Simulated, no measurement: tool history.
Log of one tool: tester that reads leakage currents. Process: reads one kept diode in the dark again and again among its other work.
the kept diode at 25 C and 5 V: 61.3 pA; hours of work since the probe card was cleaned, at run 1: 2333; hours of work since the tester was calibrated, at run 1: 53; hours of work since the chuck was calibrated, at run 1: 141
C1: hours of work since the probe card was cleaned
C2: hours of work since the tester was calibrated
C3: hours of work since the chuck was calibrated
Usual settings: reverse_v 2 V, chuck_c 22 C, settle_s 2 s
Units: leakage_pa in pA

run 1 hour=0 | reverse_v=2 chuck_c=22 settle_s=2 | C1=2333 C2=53 C3=141 | leakage_pa=36.17
run 2 hour=63.7 | reverse_v=2 chuck_c=22 settle_s=2 | C1=2370 C2=90 C3=178 | leakage_pa=36.04
run 3 hour=164.4 | reverse_v=2 chuck_c=22 settle_s=2 | C1=2429 C2=148 C3=236 | leakage_pa=36.29
run 4 hour=219.9 | reverse_v=1.77 chuck_c=22 settle_s=2 | C1=2461 C2=180 C3=268 | leakage_pa=33.9
run 5 hour=322 | reverse_v=1.77 chuck_c=22 settle_s=2 | C1=2520 C2=240 C3=327 | leakage_pa=34.21
-- hour=344.5 probe card cleaned and baked
run 6 hour=405.2 | reverse_v=1.77 chuck_c=22 settle_s=2 | C1=35 C2=286 C3=374 | leakage_pa=29.11
run 7 hour=492.3 | reverse_v=2 chuck_c=22 settle_s=2 | C1=86 C2=337 C3=424 | leakage_pa=30.94
run 8 hour=585.4 | reverse_v=2 chuck_c=22 settle_s=9.53 | C1=140 C2=391 C3=478 | leakage_pa=30.71
run 9 hour=637.5 | reverse_v=2 chuck_c=22 settle_s=9.53 | C1=170 C2=421 C3=509 | leakage_pa=30.67
run 10 hour=742.1 | reverse_v=2 chuck_c=22 settle_s=9.53 | C1=231 C2=482 C3=569 | leakage_pa=30.65
run 11 hour=810.1 | reverse_v=2 chuck_c=23 settle_s=2 | C1=270 C2=521 C3=609 | leakage_pa=33.63
run 12 hour=869.3 | reverse_v=2 chuck_c=23 settle_s=2 | C1=304 C2=555 C3=643 | leakage_pa=33.53
run 13 hour=967.5 | reverse_v=2 chuck_c=23 settle_s=2 | C1=361 C2=612 C3=700 | leakage_pa=33.56
run 14 hour=1067.9 | reverse_v=1.22 chuck_c=23 settle_s=2 | C1=419 C2=670 C3=758 | leakage_pa=26.57
run 15 hour=1124.4 | reverse_v=2 chuck_c=22 settle_s=3.43 | C1=452 C2=703 C3=791 | leakage_pa=30.86
run 16 hour=1228 | reverse_v=2 chuck_c=22 settle_s=3.43 | C1=512 C2=763 C3=851 | leakage_pa=30.81
run 17 hour=1298.5 | reverse_v=2 chuck_c=22 settle_s=3.43 | C1=553 C2=804 C3=892 | leakage_pa=31.01
-- hour=1310.8 tester calibrated
run 18 hour=1379.7 | reverse_v=2 chuck_c=22 settle_s=2 | C1=599 C2=40 C3=938 | leakage_pa=31.02
run 19 hour=1453.2 | reverse_v=2 chuck_c=22 settle_s=2 | C1=642 C2=83 C3=980 | leakage_pa=30.92
run 20 hour=1511.9 | reverse_v=2 chuck_c=22 settle_s=2 | C1=676 C2=117 C3=1014 | leakage_pa=31.1
run 21 hour=1618.8 | reverse_v=6.6 chuck_c=40 settle_s=1.8 | C1=738 C2=179 C3=1076 | leakage_pa=227.59
run 22 hour=1718.3 | reverse_v=6.6 chuck_c=40 settle_s=1.8 | C1=795 C2=236 C3=1134 | leakage_pa=226.73
run 23 hour=1809.1 | reverse_v=6.57 chuck_c=24 settle_s=8.95 | C1=848 C2=289 C3=1187 | leakage_pa=65.71
-- hour=1860.2 tester calibrated, once more
run 24 hour=1918.5 | reverse_v=6.57 chuck_c=24 settle_s=0.32 | C1=910 C2=34 C3=1249 | leakage_pa=69.74
run 25 hour=1992.2 | reverse_v=5.67 chuck_c=30 settle_s=0.4 | C1=953 C2=77 C3=1292 | leakage_pa=100.5
run 26 hour=2082.2 | reverse_v=5.67 chuck_c=30 settle_s=4.67 | C1=1005 C2=129 C3=1344 | leakage_pa=97.52
run 27 hour=2131.3 | reverse_v=2.63 chuck_c=30 settle_s=1.47 | C1=1034 C2=157 C3=1373 | leakage_pa=67.28
run 28 hour=2188.3 | reverse_v=2.63 chuck_c=30 settle_s=1.47 | C1=1067 C2=190 C3=1406 | leakage_pa=67.21
run 29 hour=2259.5 | reverse_v=2 chuck_c=24 settle_s=2 | C1=1108 C2=232 C3=1447 | leakage_pa=36.4
run 30 hour=2333.7 | reverse_v=1.63 chuck_c=22 settle_s=1.14 | C1=1151 C2=275 C3=1490 | leakage_pa=28.25

Forecast run 31:
run 31 hour=2445.1 | reverse_v=1.63 chuck_c=22 settle_s=1.14 | C1=1216 C2=339 C3=1554 | leakage_pa=?

{"run 31": {"leakage_pa": 28.18}}
Without the tool's hidden state the same run would have given leakage_pa 28.8 pA.

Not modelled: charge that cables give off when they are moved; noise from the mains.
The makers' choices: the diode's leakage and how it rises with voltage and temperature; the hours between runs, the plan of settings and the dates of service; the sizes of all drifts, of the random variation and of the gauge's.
